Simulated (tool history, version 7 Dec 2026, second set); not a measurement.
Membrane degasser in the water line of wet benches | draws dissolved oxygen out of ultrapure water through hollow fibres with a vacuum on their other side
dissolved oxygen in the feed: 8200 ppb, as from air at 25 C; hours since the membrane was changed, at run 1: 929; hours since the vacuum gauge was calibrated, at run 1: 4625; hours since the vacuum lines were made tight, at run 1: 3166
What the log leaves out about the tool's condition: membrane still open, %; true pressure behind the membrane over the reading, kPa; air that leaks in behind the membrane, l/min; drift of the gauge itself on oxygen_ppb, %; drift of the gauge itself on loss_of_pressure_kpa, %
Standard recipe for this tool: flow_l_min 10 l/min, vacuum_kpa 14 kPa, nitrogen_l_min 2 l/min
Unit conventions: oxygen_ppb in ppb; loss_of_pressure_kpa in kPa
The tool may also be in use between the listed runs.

run,day,flow_l_min,vacuum_kpa,nitrogen_l_min,hours since the membrane was changed,hours since the vacuum gauge was calibrated,hours since the vacuum lines were made tight,oxygen_ppb,loss_of_pressure_kpa
1,0,10,14,2,929,4625,3166,141.3,34.29
2,2.546,10,14,2,990,4686,3227,141.7,34.24
# day 5.079: seals of the vacuum lines changed
3,5.388,10,14,2,1056,4752,7,134.6,34.21
4,7.05,10,14,3.37,1096,4792,47,82.3,34.63
5,9.288,10,14,3.37,1150,4846,101,82.1,34.43
6,11.396,10,14,2,1200,4896,152,135.7,34.39
7,12.708,10,14,2,1232,4928,183,135.8,34.82
8,13.983,10,14,2,1262,4959,214,135.6,34.55
9,16.192,10,14,2,1315,5012,267,135.7,34.52
10,17.883,10,14,2,1356,5052,307,135.5,34.52
11,19.358,10,14,2,1391,5088,343,136.2,34.83
# day 20.812: vacuum gauge calibrated
12,21.938,10,33.6,0.95,1453,27,404,700.5,34.93
13,24.592,10,33.6,0.95,1517,91,468,700.5,34.95
14,27.133,10,33.6,0.95,1578,152,529,701.9,34.69
15,29.362,10,33.6,0.95,1631,205,582,703.6,34.71
16,32.308,10,9.1,3.46,1702,276,653,44.7,34.67
17,34.796,15,13.9,2.23,1761,336,713,183.8,52.25
18,37.542,7,14,2,1827,401,779,94.9,24.3
19,39.121,12,10.4,4.7,1865,439,816,51.2,41.91
20,40.571,13,22.7,4.3,1900,474,851,150.9,45.14
21,41.892,13,22.7,3.32,1932,506,883,193.6,45.11
22,43.217,13,22.7,3.32,1964,538,915,192,45.18

What if the next run were any one of these 3? Each begins from the tool's condition after run 22:
A,45.558,10,16.8,1.27,2020,594,971,?,?
B,45.558,13,22.7,1.24,2020,594,971,?,?
C,45.558,9,25.8,2,2020,594,971,?,?

run,oxygen_ppb,loss_of_pressure_kpa
A,254.5,35.16
B,470.7,45.57
C,247.1,31.61
Had the tool no hidden state, the same runs would have come out as:
run,oxygen_ppb,loss_of_pressure_kpa
A,249.7,34.07
B,463.8,44.16
C,242.1,30.63
